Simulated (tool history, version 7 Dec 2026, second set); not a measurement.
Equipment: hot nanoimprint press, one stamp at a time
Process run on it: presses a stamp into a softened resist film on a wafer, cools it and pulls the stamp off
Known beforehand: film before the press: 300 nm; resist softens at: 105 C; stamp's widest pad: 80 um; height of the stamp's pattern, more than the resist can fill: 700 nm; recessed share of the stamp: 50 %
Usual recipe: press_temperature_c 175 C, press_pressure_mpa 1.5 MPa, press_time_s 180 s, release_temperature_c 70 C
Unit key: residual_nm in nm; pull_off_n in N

run 1 hour=0 | press_temperature_c=175 press_pressure_mpa=1.5 press_time_s=180 release_temperature_c=70 | residual_nm=121.5 pull_off_n=222
run 2 hour=25 | press_temperature_c=175 press_pressure_mpa=1.5 press_time_s=206 release_temperature_c=70 | residual_nm=115.2 pull_off_n=226
run 3 hour=57 | press_temperature_c=175 press_pressure_mpa=1.5 press_time_s=180 release_temperature_c=78 | residual_nm=121.3 pull_off_n=216
run 4 hour=76.4 | press_temperature_c=175 press_pressure_mpa=1.5 press_time_s=180 release_temperature_c=56 | residual_nm=121 pull_off_n=265
run 5 hour=102.2 | press_temperature_c=175 press_pressure_mpa=1.2 press_time_s=180 release_temperature_c=56 | residual_nm=135.4 pull_off_n=275
run 6 hour=123.1 | press_temperature_c=175 press_pressure_mpa=1.2 press_time_s=180 release_temperature_c=56 | residual_nm=135.3 pull_off_n=264
-- hour=129.5 plate thermocouple calibrated
run 7 hour=156.5 | press_temperature_c=175 press_pressure_mpa=1.5 press_time_s=114 release_temperature_c=70 | residual_nm=138.8 pull_off_n=241
run 8 hour=190.8 | press_temperature_c=175 press_pressure_mpa=1.8 press_time_s=160 release_temperature_c=71 | residual_nm=111.7 pull_off_n=260
run 9 hour=208.6 | press_temperature_c=175 press_pressure_mpa=1.8 press_time_s=160 release_temperature_c=71 | residual_nm=111.4 pull_off_n=252
-- hour=224.5 stamp cleaned and given a new release coat
-- hour=233.9 plate thermocouple calibrated, once more
run 10 hour=235.8 | press_temperature_c=175 press_pressure_mpa=1.8 press_time_s=160 release_temperature_c=71 | residual_nm=119.2 pull_off_n=136
run 11 hour=251.8 | press_temperature_c=175 press_pressure_mpa=1.8 press_time_s=160 release_temperature_c=71 | residual_nm=118.8 pull_off_n=140
run 12 hour=271.1 | press_temperature_c=175 press_pressure_mpa=1.13 press_time_s=261 release_temperature_c=70 | residual_nm=126.3 pull_off_n=144

Below, some changes in residual_nm between adjacent runs. For each, the amount present without the hidden state too (settings, incoming material, random variation) and the amount remaining for the hidden state with gauge scatter not shared by both compared results:
Hidden state present: true temperature over the reading, C; pressure that arrives at the usual setting, %; grip of the stamp's worn release coat, % over a new coat's; drift of the gauge itself on residual_nm, %; drift of the gauge itself on pull_off_n, %.
Run 7 -> 8: press_pressure_mpa 1.5 -> 1.8, press_time_s 114 -> 160, release_temperature_c 70 -> 71. residual_nm -27.1 nm: hidden state +0.8, all else -27.9.
Run 9 -> 10: stamp cleaned and given a new release coat, plate thermocouple calibrated, once more. residual_nm +7.8 nm: hidden state +7.4, all else +0.4.
